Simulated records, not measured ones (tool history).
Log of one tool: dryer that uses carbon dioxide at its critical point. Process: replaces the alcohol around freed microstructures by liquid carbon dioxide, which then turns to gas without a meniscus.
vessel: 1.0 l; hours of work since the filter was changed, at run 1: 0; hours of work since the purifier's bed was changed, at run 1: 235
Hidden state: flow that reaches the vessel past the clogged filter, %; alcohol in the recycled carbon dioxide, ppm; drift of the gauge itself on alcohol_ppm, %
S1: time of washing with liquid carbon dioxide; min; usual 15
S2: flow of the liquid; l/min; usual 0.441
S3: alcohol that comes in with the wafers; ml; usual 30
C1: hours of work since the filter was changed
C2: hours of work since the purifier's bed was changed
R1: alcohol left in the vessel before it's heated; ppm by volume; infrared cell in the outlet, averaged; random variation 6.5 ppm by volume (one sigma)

{"run": 1, "hour": 0.0, "S1": 15, "S2": 0.441, "S3": 30, "C1": 0, "C2": 235, "R1": 316}
{"run": 2, "hour": 14.8, "S1": 15, "S2": 0.354, "S3": 30, "C1": 12, "C2": 247, "R1": 761}
{"run": 3, "hour": 26.7, "S1": 15, "S2": 0.448, "S3": 30, "C1": 21, "C2": 256, "R1": 319}
{"run": 4, "hour": 38.8, "S1": 15, "S2": 0.448, "S3": 71, "C1": 31, "C2": 266, "R1": 697}
{"run": 5, "hour": 52.7, "S1": 15, "S2": 0.441, "S3": 30, "C1": 42, "C2": 277, "R1": 343}
{"run": 6, "hour": 75.9, "S1": 15, "S2": 0.441, "S3": 30, "C1": 60, "C2": 295, "R1": 345}
{"run": 7, "hour": 94.6, "S1": 15, "S2": 0.593, "S3": 30, "C1": 75, "C2": 310, "R1": 108}
{"run": 8, "hour": 115.6, "S1": 15, "S2": 0.593, "S3": 30, "C1": 91, "C2": 326, "R1": 109}
{"run": 9, "hour": 135.5, "S1": 15, "S2": 0.593, "S3": 30, "C1": 107, "C2": 342, "R1": 120}
{"run": 10, "hour": 145.1, "S1": 15, "S2": 0.441, "S3": 30, "C1": 114, "C2": 350, "R1": 367}
{"run": 11, "hour": 159.1, "S1": 15, "S2": 0.441, "S3": 30, "C1": 125, "C2": 361, "R1": 360}
{"run": 12, "hour": 182.6, "S1": 15, "S2": 0.441, "S3": 30, "C1": 144, "C2": 379, "R1": 359}
{"run": 13, "hour": 202.2, "S1": 24, "S2": 0.314, "S3": 86, "C1": 159, "C2": 395, "R1": 528}
{"run": 14, "hour": 215.5, "S1": 15, "S2": 0.6, "S3": 52, "C1": 170, "C2": 405, "R1": 166}
{"run": 15, "hour": 233.1, "S1": 13, "S2": 0.683, "S3": 107, "C1": 184, "C2": 419, "R1": 285}
{"run": 16, "hour": 248.7, "S1": 13, "S2": 0.711, "S3": 53, "C1": 196, "C2": 431, "R1": 175}
{"run": 17, "hour": 261.7, "S1": 13, "S2": 0.711, "S3": 53, "C1": 206, "C2": 441, "R1": 166}
{"run": 18, "hour": 273.5, "S1": 13, "S2": 0.713, "S3": 28, "C1": 215, "C2": 451, "R1": 114}
{"run": 19, "hour": 292.1, "S1": 13, "S2": 0.713, "S3": 28, "C1": 230, "C2": 465, "R1": 134}
{"run": 20, "hour": 308.8, "S1": 22, "S2": 0.375, "S3": 28, "C1": 243, "C2": 478, "R1": 172}
{"run": 21, "hour": 331.9, "S1": 22, "S2": 0.375, "S3": 28, "C1": 261, "C2": 497, "R1": 174}

4 ways to go on from here, each from the tool as it stands after run 21. What would each give?
{"run": "A", "hour": 351.0, "S1": 22, "S2": 0.357, "S3": 28, "C1": 277, "C2": 512, "R1": "?"}
{"run": "B", "hour": 351.0, "S1": 17, "S2": 0.441, "S3": 30, "C1": 277, "C2": 512, "R1": "?"}
{"run": "C", "hour": 351.0, "S1": 14, "S2": 0.413, "S3": 28, "C1": 277, "C2": 512, "R1": "?"}
{"run": "D", "hour": 351.0, "S1": 11, "S2": 0.375, "S3": 32, "C1": 277, "C2": 512, "R1": "?"}

run=A R1=206
run=B R1=261
run=C R1=593
run=D R1=1969
Without the tool's hidden state the same runs would have given:
run=A R1=109
run=B R1=155
run=C R1=455
run=D R1=1733
